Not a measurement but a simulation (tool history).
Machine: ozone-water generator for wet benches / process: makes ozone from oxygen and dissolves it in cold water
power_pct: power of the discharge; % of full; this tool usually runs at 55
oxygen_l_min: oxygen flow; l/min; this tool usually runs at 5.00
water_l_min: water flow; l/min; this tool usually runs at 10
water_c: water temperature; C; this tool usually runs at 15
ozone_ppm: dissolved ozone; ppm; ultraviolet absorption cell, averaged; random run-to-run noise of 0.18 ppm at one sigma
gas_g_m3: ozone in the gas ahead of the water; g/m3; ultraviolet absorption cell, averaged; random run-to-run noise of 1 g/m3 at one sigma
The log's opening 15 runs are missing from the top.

run 16 hour=1782.3 | power_pct=55 oxygen_l_min=5.00 water_l_min=10 water_c=8 | ozone_ppm=25.0 gas_g_m3=152.5
run 17 hour=1955.8 | power_pct=73 oxygen_l_min=4.74 water_l_min=10 water_c=10 | ozone_ppm=27.6 gas_g_m3=180.6
run 18 hour=2138.5 | power_pct=41 oxygen_l_min=5.93 water_l_min=10 water_c=10 | ozone_ppm=20.1 gas_g_m3=120.8
run 19 hour=2295.5 | power_pct=89 oxygen_l_min=5.93 water_l_min=10 water_c=10 | ozone_ppm=29.8 gas_g_m3=176.6
run 20 hour=2476.4 | power_pct=89 oxygen_l_min=5.93 water_l_min=12 water_c=10 | ozone_ppm=25.8 gas_g_m3=176.0
run 21 hour=2611.4 | power_pct=55 oxygen_l_min=7.66 water_l_min=10 water_c=15 | ozone_ppm=19.7 gas_g_m3=123.5
run 22 hour=2747.7 | power_pct=55 oxygen_l_min=7.66 water_l_min=10 water_c=15 | ozone_ppm=20.1 gas_g_m3=123.3
run 23 hour=2832.2 | power_pct=48 oxygen_l_min=5.00 water_l_min=9 water_c=9 | ozone_ppm=23.1 gas_g_m3=138.3
run 24 hour=2963.3 | power_pct=71 oxygen_l_min=5.00 water_l_min=8 water_c=9 | ozone_ppm=29.9 gas_g_m3=166.8
-- hour=3056.3 electrodes of the discharge changed
run 25 hour=3060.2 | power_pct=54 oxygen_l_min=5.00 water_l_min=10 water_c=21 | ozone_ppm=20.6 gas_g_m3=168.2
run 26 hour=3211.3 | power_pct=54 oxygen_l_min=5.00 water_l_min=10 water_c=21 | ozone_ppm=20.8 gas_g_m3=167.7
run 27 hour=3313.4 | power_pct=51 oxygen_l_min=5.74 water_l_min=9 water_c=8 | ozone_ppm=27.2 gas_g_m3=153.0
-- hour=3391.6 contactor cleaned
run 28 hour=3419.9 | power_pct=51 oxygen_l_min=5.74 water_l_min=9 water_c=8 | ozone_ppm=28.6 gas_g_m3=151.7
run 29 hour=3516.1 | power_pct=51 oxygen_l_min=5.74 water_l_min=9 water_c=8 | ozone_ppm=28.6 gas_g_m3=151.2
run 30 hour=3654.4 | power_pct=51 oxygen_l_min=5.74 water_l_min=9 water_c=8 | ozone_ppm=28.8 gas_g_m3=151.8
run 31 hour=3764.3 | power_pct=55 oxygen_l_min=7.02 water_l_min=8 water_c=15 | ozone_ppm=26.9 gas_g_m3=145.2
run 32 hour=3847.7 | power_pct=97 oxygen_l_min=3.31 water_l_min=13 water_c=15 | ozone_ppm=26.9 gas_g_m3=279.5

Here are 4 independent what-if runs from the current tool condition. What would each one return?
-- hour=3899.9 water thermometer calibrated
run A hour=3922.6 | power_pct=49 oxygen_l_min=5.67 water_l_min=13 water_c=9 | ozone_ppm=? gas_g_m3=?
-- hour=3899.9 water thermometer calibrated
run B hour=3922.6 | power_pct=53 oxygen_l_min=5.00 water_l_min=6 water_c=16 | ozone_ppm=? gas_g_m3=?
-- hour=3899.9 water thermometer calibrated
run C hour=3922.6 | power_pct=55 oxygen_l_min=5.00 water_l_min=16 water_c=9 | ozone_ppm=? gas_g_m3=?
-- hour=3899.9 water thermometer calibrated
run D hour=3922.6 | power_pct=59 oxygen_l_min=3.31 water_l_min=9 water_c=18 | ozone_ppm=? gas_g_m3=?

run=A ozone_ppm=21.3 gas_g_m3=148.1
run=B ozone_ppm=31.0 gas_g_m3=164.0
run=C ozone_ppm=18.6 gas_g_m3=166.2
run=D ozone_ppm=25.7 gas_g_m3=207.2
With no hidden state in the tool, these same runs would have given:
run=A ozone_ppm=22.4 gas_g_m3=152.6
run=B ozone_ppm=32.5 gas_g_m3=169.4
run=C ozone_ppm=19.7 gas_g_m3=171.7
run=D ozone_ppm=27.1 gas_g_m3=214.5

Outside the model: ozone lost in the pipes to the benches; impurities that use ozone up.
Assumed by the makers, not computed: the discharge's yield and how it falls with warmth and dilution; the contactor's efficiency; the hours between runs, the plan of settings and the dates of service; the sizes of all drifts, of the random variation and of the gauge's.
